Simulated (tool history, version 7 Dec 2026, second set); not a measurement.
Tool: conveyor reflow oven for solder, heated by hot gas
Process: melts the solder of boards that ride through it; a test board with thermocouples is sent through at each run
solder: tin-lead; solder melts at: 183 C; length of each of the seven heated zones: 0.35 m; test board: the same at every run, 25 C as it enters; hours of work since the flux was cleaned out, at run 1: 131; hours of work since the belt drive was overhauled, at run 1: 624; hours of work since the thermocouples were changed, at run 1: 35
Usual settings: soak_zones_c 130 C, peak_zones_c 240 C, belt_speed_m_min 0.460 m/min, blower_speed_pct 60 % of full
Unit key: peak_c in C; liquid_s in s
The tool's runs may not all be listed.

run     day  soak_zones_c  peak_zones_c  belt_speed_m_min  blower_speed_pct  hours of work since the flux was cleaned out  hours of work since the belt drive was overhauled  hours of work since the thermocouples were changed  peak_c  liquid_s
  1   0.000           130           240             0.460                60                                           131                                                624                                                  35   220.2      66.8
  2   0.221           130           240             0.460                60                                           133                                                627                                                  37   219.6      66.8
  3   0.683           130           240             0.460                60                                           138                                                632                                                  42   220.1      68.1
  4   1.021           130           240             0.460                60                                           142                                                635                                                  45   219.5      68.1
  5   1.483           130           240             0.460                60                                           147                                                640                                                  50   219.1      66.4
  6   1.904           130           240             0.460                60                                           151                                                645                                                  55   219.8      68.0
  7   2.242           130           240             0.460                57                                           155                                                648                                                  58   217.9      66.0
  8   2.546           130           240             0.460                57                                           158                                                651                                                  62   218.1      67.5
  9   2.996           130           240             0.460                57                                           163                                                656                                                  66   217.7      66.6
 10   3.221           130           240             0.460                70                                           165                                                659                                                  69   221.5      69.7
 11   3.458           130           240             0.460                70                                           168                                                661                                                  71   221.7      71.0
 12   3.688           130           240             0.460                60                                           170                                                663                                                  74   218.4      66.4
 13   4.171           130           240             0.460                60                                           175                                                669                                                  79   219.3      69.2
 14   4.633           130           240             0.460                60                                           180                                                673                                                  84   219.4      68.4
 15   5.008           130           240             0.376                60                                           184                                                677                                                  88   226.4      90.7
 16   5.271           130           240             0.528                60                                           187                                                680                                                  90   213.6      52.8
 17   5.579           143           239             0.449                56                                           190                                                683                                                  94   220.4      77.0
 18   5.829           129           240             0.434                52                                           193                                                686                                                  96   218.6      71.9
 19   6.167           143           237             0.535                87                                           196                                                690                                                 100   219.8      63.3
 20   6.488           116           243             0.460                58                                           200                                                693                                                 103   218.2      61.7
 21   7.008           129           252             0.396                51                                           205                                                699                                                 109   232.5      91.1
 22   7.233           130           240             0.460                53                                           208                                                701                                                 111   216.5      64.7
 23   7.708           122           240             0.460                60                                           213                                                706                                                 116   217.1      64.0
 24   8.092           122           237             0.460                65                                           217                                                710                                                 120   216.7      61.5
 25   8.471           122           237             0.460                65                                           221                                                714                                                 124   215.9      62.2
 26   8.942           143           228             0.530                51                                           226                                                719                                                 129   204.3      46.1
 27   9.338           130           229             0.460                67                                           230                                                723                                                 133   210.9      60.0
 28   9.688           130           229             0.460                67                                           233                                                727                                                 137   211.5      59.6
 29  10.133           123           229             0.460                55                                           238                                                732                                                 142   205.5      48.9
 30  10.412           127           229             0.462                72                                           241                                                734                                                 145   211.7      58.6

Below are 3 alternative next runs, each starting from the tool's condition after run 30. Predict each:
  A  10.858           130           240             0.520                52                                           246                                                739                                                 149       ?         ?
  B  10.858           131           229             0.387                72                                           246                                                739                                                 149       ?         ?
  C  10.858           130           247             0.460                69                                           246                                                739                                                 149       ?         ?

run  peak_c  liquid_s
  A   211.1      50.7
  B   216.1      81.8
  C   226.6      73.6
Take away the tool's hidden state, keep each run's random variation, and the runs would have read:
run  peak_c  liquid_s
  A   213.2      52.3
  B   218.1      82.9
  C   229.0      74.2
